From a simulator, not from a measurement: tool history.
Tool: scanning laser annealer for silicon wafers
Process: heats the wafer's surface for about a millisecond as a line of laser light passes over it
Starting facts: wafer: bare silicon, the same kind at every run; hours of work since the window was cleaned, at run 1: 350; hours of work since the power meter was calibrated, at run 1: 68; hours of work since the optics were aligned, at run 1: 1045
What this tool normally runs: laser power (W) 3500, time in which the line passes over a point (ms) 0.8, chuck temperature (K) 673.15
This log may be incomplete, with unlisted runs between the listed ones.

run	hour	laser power (W)	time in which the line passes over a point (ms)	chuck temperature (K)	hours of work since the window was cleaned	hours of work since the power meter was calibrated	hours of work since the optics were aligned	highest temperature of the surface (K)
1	0	3500	0.8	673.15	350	68	1045	1338.15
2	17.1	3500	0.8	673.15	362	80	1057	1346.15
3	39.3	3500	0.574	673.15	378	95	1073	1225.15
# hour 49.7: optics aligned, line set to its width
4	69.4	3500	0.8	673.15	395	113	14	1332.15
5	93.5	3500	0.8	673.15	412	130	30	1330.15
6	110.5	3500	0.8	673.15	424	141	42	1330.15
7	128	3500	0.8	673.15	436	154	55	1326.15
8	147	3500	0.8	673.15	449	167	68	1325.15
9	163.5	3500	0.837	673.15	461	178	79	1345.15
# hour 172.5: optics aligned, line set to its width, once more
10	190.4	3571	0.837	673.15	476	194	12	1384.15
11	206.4	3500	0.8	673.15	487	205	24	1348.15
12	224.6	3500	0.8	673.15	500	218	36	1351.15
13	250.9	3500	0.8	673.15	518	236	55	1347.15
14	264.3	3500	0.8	673.15	527	245	64	1346.15
15	285.1	3500	0.8	673.15	542	260	78	1346.15
16	310.4	3500	0.8	673.15	560	277	96	1345.15
17	324.8	3500	0.8	673.15	570	287	106	1343.15
18	339.5	3500	0.8	673.15	580	298	116	1342.15
19	357.9	3500	0.8	673.15	593	310	129	1342.15
20	375.3	3820	0.662	673.15	605	322	141	1346.15
# hour 397: window over the wafer cleaned
21	397.2	3666	0.685	636.15	0	336	155	1315.15
22	416.3	3118	0.685	673.15	13	350	168	1222.15
23	430	3118	0.685	673.15	23	359	178	1222.15
24	453.2	3118	0.685	679.15	39	375	194	1232.15
25	475.6	3158	0.622	673.15	55	391	210	1200.15
26	492.7	3714	0.933	702.15	67	403	222	1517.15
27	508	3714	0.655	702.15	77	413	232	1370.15
28	524.7	3714	0.655	702.15	89	425	244	1371.15
29	539.3	3714	0.655	702.15	99	435	254	1365.15
30	565.8	3714	0.655	702.15	118	454	273	1368.15
31	580	3491	0.8	682.15	127	464	282	1368.15
32	594.6	3218	0.563	662.15	138	474	293	1168.15
33	606.1	3149	0.792	679.15	146	482	301	1271.15
34	623.2	3149	0.792	679.15	158	494	313	1276.15

Estimate the outcome of run 35 from the log above:
35	640.1	3149	0.792	679.15	169	506	324	?

{"run 35": {"highest temperature of the surface (K)": 1270.15}}
The same run, on a tool lacking any hidden state, would have yielded highest temperature of the surface (K) 1287.15.
